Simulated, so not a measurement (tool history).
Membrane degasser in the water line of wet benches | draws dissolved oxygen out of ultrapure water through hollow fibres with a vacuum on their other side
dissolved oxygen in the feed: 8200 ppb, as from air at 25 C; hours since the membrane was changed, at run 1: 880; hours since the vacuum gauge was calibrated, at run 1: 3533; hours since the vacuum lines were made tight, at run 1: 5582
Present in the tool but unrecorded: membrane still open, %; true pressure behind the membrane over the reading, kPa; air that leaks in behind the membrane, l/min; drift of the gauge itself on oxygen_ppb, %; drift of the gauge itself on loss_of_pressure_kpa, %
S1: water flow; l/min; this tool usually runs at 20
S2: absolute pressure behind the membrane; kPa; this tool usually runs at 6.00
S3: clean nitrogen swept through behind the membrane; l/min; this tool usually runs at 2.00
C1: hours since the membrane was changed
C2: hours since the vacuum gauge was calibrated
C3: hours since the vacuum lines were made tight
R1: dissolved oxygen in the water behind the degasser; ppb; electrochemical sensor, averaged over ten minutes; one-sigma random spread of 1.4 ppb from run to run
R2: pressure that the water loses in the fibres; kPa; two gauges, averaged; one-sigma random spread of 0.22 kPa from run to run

run	hour	S1	S2	S3	C1	C2	C3	R1	R2
1	0.0	20	6.00	2.00	880	3533	5582	141.0	53.49
2	196.2	20	6.00	2.00	1076	3729	5778	143.4	53.96
3	315.1	20	6.00	2.00	1195	3848	5897	138.0	53.50
# hour 328.7: seals of the vacuum lines changed
4	418.3	20	6.13	2.00	1296	3950	90	144.4	53.30
5	552.8	20	6.13	2.00	1431	4084	224	145.9	53.60
6	659.5	20	6.13	2.00	1537	4191	331	141.9	53.68
7	805.8	20	6.13	2.00	1684	4337	477	143.8	53.67
# hour 978.3: vacuum gauge calibrated
8	978.3	20	6.13	2.00	1856	0	649	146.5	53.79
9	1223.2	20	6.13	2.00	2101	245	894	147.0	53.97
# hour 1433.6: vacuum gauge calibrated, once more
10	1449.8	20	6.00	2.00	2327	16	1120	141.8	53.96
11	1634.8	20	6.00	2.00	2512	201	1305	140.8	53.59
12	1760.8	20	6.00	2.00	2638	327	1431	141.9	54.22
13	1949.0	23	5.50	4.58	2826	515	1619	150.7	62.12
14	2063.9	20	6.00	1.19	2941	630	1734	179.4	54.03
15	2236.1	30	8.64	1.73	3113	803	1906	462.4	81.17
16	2408.2	30	8.64	1.73	3285	975	2079	469.2	81.46
17	2624.1	30	8.64	1.73	3501	1191	2294	461.8	81.91
18	2786.8	20	3.61	3.24	3664	1353	2457	88.9	54.58
19	2918.6	20	3.61	3.24	3796	1485	2589	86.0	54.08
20	3111.3	20	3.61	3.24	3988	1678	2782	87.2	54.75
21	3323.7	20	10.94	2.30	4201	1890	2994	236.3	54.86

Branching from run 21: 3 alternative next runs. What would each branch give?
A	3529.6	20	8.44	2.35	4407	2096	3200	?	?
B	3529.6	20	6.00	1.52	4407	2096	3200	?	?
C	3529.6	32	4.49	2.00	4407	2096	3200	?	?

run	R1	R2
A	186.6	54.65
B	168.2	54.46
C	367.5	87.45
Without the tool's unlogged condition, the same runs would have read:
run	R1	R2
A	175.4	53.09
B	156.9	52.90
C	337.8	84.95
